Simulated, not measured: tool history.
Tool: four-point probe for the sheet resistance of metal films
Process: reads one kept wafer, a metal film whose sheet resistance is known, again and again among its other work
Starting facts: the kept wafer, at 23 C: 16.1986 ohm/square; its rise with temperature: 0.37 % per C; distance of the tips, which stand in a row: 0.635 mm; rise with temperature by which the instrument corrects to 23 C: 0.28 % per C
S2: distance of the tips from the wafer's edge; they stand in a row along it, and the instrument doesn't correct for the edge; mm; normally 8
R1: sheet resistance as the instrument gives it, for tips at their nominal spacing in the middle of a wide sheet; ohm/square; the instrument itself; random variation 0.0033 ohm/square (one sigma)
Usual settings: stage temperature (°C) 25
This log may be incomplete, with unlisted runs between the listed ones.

run 1 hour=0.0 | stage_temperature_(°C)=25 S2=8 | R1=16.235631
run 2 hour=27.8 | stage_temperature_(°C)=25 S2=59 | R1=16.181053
run 3 hour=47.1 | stage_temperature_(°C)=25 S2=59 | R1=16.180023
run 4 hour=69.9 | stage_temperature_(°C)=25 S2=59 | R1=16.188760
run 5 hour=110.1 | stage_temperature_(°C)=25 S2=8 | R1=16.239096
run 6 hour=129.2 | stage_temperature_(°C)=25 S2=8 | R1=16.244373
run 7 hour=163.4 | stage_temperature_(°C)=25 S2=8 | R1=16.243650
run 8 hour=202.5 | stage_temperature_(°C)=25 S2=25 | R1=16.193577
run 9 hour=227.2 | stage_temperature_(°C)=25 S2=25 | R1=16.198164
run 10 hour=257.1 | stage_temperature_(°C)=24 S2=11 | R1=16.204520
run 11 hour=288.5 | stage_temperature_(°C)=31 S2=41 | R1=16.275289
run 12 hour=323.6 | stage_temperature_(°C)=22 S2=24 | R1=16.161582
run 13 hour=350.9 | stage_temperature_(°C)=26 S2=12 | R1=16.240559
run 14 hour=368.9 | stage_temperature_(°C)=25 S2=8 | R1=16.258454
run 15 hour=406.4 | stage_temperature_(°C)=25 S2=8 | R1=16.249105
run 16 hour=437.3 | stage_temperature_(°C)=31 S2=50 | R1=16.283198
run 17 hour=461.2 | stage_temperature_(°C)=25 S2=7 | R1=16.270396
run 18 hour=480.5 | stage_temperature_(°C)=25 S2=7 | R1=16.281194

Here are 3 independent what-if runs from the current tool condition. What would each one return?
run A hour=503.5 | stage_temperature_(°C)=30 S2=72 | R1=?
run B hour=503.5 | stage_temperature_(°C)=19 S2=4 | R1=?
run C hour=503.5 | stage_temperature_(°C)=22 S2=15 | R1=?

run=A R1=16.264942
run=B R1=16.336839
run=C R1=16.173968
Had the tool no hidden state, the same runs would have come out as:
run=A R1=16.287847
run=B R1=16.359454
run=C R1=16.196488
